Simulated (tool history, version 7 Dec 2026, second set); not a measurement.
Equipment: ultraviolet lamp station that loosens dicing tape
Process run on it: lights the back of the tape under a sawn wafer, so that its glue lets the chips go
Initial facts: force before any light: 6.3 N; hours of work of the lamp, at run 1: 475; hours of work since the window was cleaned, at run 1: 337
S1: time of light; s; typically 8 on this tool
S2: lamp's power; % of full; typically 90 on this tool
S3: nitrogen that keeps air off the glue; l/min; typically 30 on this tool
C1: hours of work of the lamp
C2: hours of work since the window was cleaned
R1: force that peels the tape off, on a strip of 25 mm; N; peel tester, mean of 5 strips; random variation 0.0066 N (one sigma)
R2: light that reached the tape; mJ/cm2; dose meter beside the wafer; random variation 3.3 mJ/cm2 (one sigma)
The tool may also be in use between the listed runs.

{"run": 1, "hour": 0.0, "S1": 8, "S2": 90, "S3": 30, "C1": 475, "C2": 337, "R1": 0.324, "R2": 425}
{"run": 2, "hour": 10.6, "S1": 8, "S2": 90, "S3": 30, "C1": 483, "C2": 346, "R1": 0.296, "R2": 426}
{"run": 3, "hour": 17.1, "S1": 8, "S2": 90, "S3": 30, "C1": 488, "C2": 351, "R1": 0.318, "R2": 425}
{"run": 4, "hour": 25.5, "S1": 8, "S2": 90, "S3": 30, "C1": 495, "C2": 358, "R1": 0.331, "R2": 424}
{"run": 5, "hour": 37.9, "S1": 8, "S2": 90, "S3": 53, "C1": 505, "C2": 367, "R1": 0.234, "R2": 423}
{"run": 6, "hour": 49.1, "S1": 8, "S2": 90, "S3": 53, "C1": 513, "C2": 376, "R1": 0.235, "R2": 420}
{"run": 7, "hour": 57.2, "S1": 8, "S2": 90, "S3": 53, "C1": 520, "C2": 383, "R1": 0.245, "R2": 420}
{"run": 8, "hour": 67.5, "S1": 8, "S2": 90, "S3": 53, "C1": 528, "C2": 391, "R1": 0.251, "R2": 415}
{"run": 9, "hour": 78.7, "S1": 8, "S2": 90, "S3": 53, "C1": 537, "C2": 400, "R1": 0.239, "R2": 413}
{"run": 10, "hour": 85.8, "S1": 8, "S2": 90, "S3": 30, "C1": 542, "C2": 405, "R1": 0.337, "R2": 410}
{"run": 11, "hour": 99.9, "S1": 8, "S2": 90, "S3": 30, "C1": 554, "C2": 416, "R1": 0.354, "R2": 408}
{"run": 12, "hour": 109.5, "S1": 8, "S2": 90, "S3": 30, "C1": 561, "C2": 424, "R1": 0.349, "R2": 405}
{"run": 13, "hour": 122.6, "S1": 8, "S2": 90, "S3": 30, "C1": 572, "C2": 434, "R1": 0.359, "R2": 407}
{"run": 14, "hour": 131.0, "S1": 8, "S2": 90, "S3": 30, "C1": 578, "C2": 441, "R1": 0.354, "R2": 404}
{"run": 15, "hour": 140.2, "S1": 8, "S2": 90, "S3": 30, "C1": 585, "C2": 448, "R1": 0.343, "R2": 402}
{"run": 16, "hour": 154.2, "S1": 8, "S2": 90, "S3": 30, "C1": 597, "C2": 459, "R1": 0.356, "R2": 400}
{"run": 17, "hour": 169.5, "S1": 9, "S2": 100, "S3": 30, "C1": 609, "C2": 471, "R1": 0.227, "R2": 498}
{"run": 18, "hour": 181.6, "S1": 9, "S2": 100, "S3": 30, "C1": 618, "C2": 481, "R1": 0.238, "R2": 494}
{"run": 19, "hour": 188.0, "S1": 8, "S2": 95, "S3": 60, "C1": 623, "C2": 486, "R1": 0.218, "R2": 418}
{"run": 20, "hour": 198.5, "S1": 9, "S2": 78, "S3": 30, "C1": 632, "C2": 494, "R1": 0.39, "R2": 382}
{"run": 21, "hour": 207.5, "S1": 9, "S2": 78, "S3": 30, "C1": 639, "C2": 501, "R1": 0.405, "R2": 377}
{"run": 22, "hour": 219.0, "S1": 9, "S2": 78, "S3": 30, "C1": 648, "C2": 511, "R1": 0.426, "R2": 374}
{"run": 23, "hour": 232.4, "S1": 5, "S2": 98, "S3": 9, "C1": 658, "C2": 521, "R1": 1.643, "R2": 264}
{"run": 24, "hour": 246.5, "S1": 5, "S2": 98, "S3": 9, "C1": 670, "C2": 532, "R1": 1.621, "R2": 263}
{"run": 25, "hour": 255.5, "S1": 9, "S2": 68, "S3": 39, "C1": 677, "C2": 540, "R1": 0.465, "R2": 328}
{"run": 26, "hour": 268.1, "S1": 8, "S2": 100, "S3": 23, "C1": 687, "C2": 549, "R1": 0.391, "R2": 425}
{"run": 27, "hour": 277.4, "S1": 10, "S2": 77, "S3": 30, "C1": 694, "C2": 557, "R1": 0.355, "R2": 401}
{"run": 28, "hour": 292.1, "S1": 5, "S2": 72, "S3": 9, "C1": 706, "C2": 568, "R1": 2.373, "R2": 188}
{"run": 29, "hour": 301.1, "S1": 5, "S2": 72, "S3": 9, "C1": 713, "C2": 576, "R1": 2.509, "R2": 185}
{"run": 30, "hour": 315.4, "S1": 5, "S2": 61, "S3": 9, "C1": 724, "C2": 587, "R1": 2.867, "R2": 158}

Each row is a separate what-if for the run after 30, all from the same tool condition, not one after another. Results?
{"run": "A", "hour": 322.2, "S1": 15, "S2": 99, "S3": 20, "C1": 730, "C2": 592, "R1": "?", "R2": "?"}
{"run": "B", "hour": 322.2, "S1": 11, "S2": 86, "S3": 29, "C1": 730, "C2": 592, "R1": "?", "R2": "?"}
{"run": "C", "hour": 322.2, "S1": 10, "S2": 80, "S3": 9, "C1": 730, "C2": 592, "R1": "?", "R2": "?"}
{"run": "D", "hour": 322.2, "S1": 10, "S2": 78, "S3": 9, "C1": 730, "C2": 592, "R1": "?", "R2": "?"}

run=A R1=0.164 R2=764
run=B R1=0.252 R2=492
run=C R1=0.817 R2=418
run=D R1=0.892 R2=396
With the hidden condition removed and each run's random variation left untouched, the same runs would have given:
run=A R1=0.143 R2=1096
run=B R1=0.164 R2=706
run=C R1=0.398 R2=600
run=D R1=0.442 R2=570

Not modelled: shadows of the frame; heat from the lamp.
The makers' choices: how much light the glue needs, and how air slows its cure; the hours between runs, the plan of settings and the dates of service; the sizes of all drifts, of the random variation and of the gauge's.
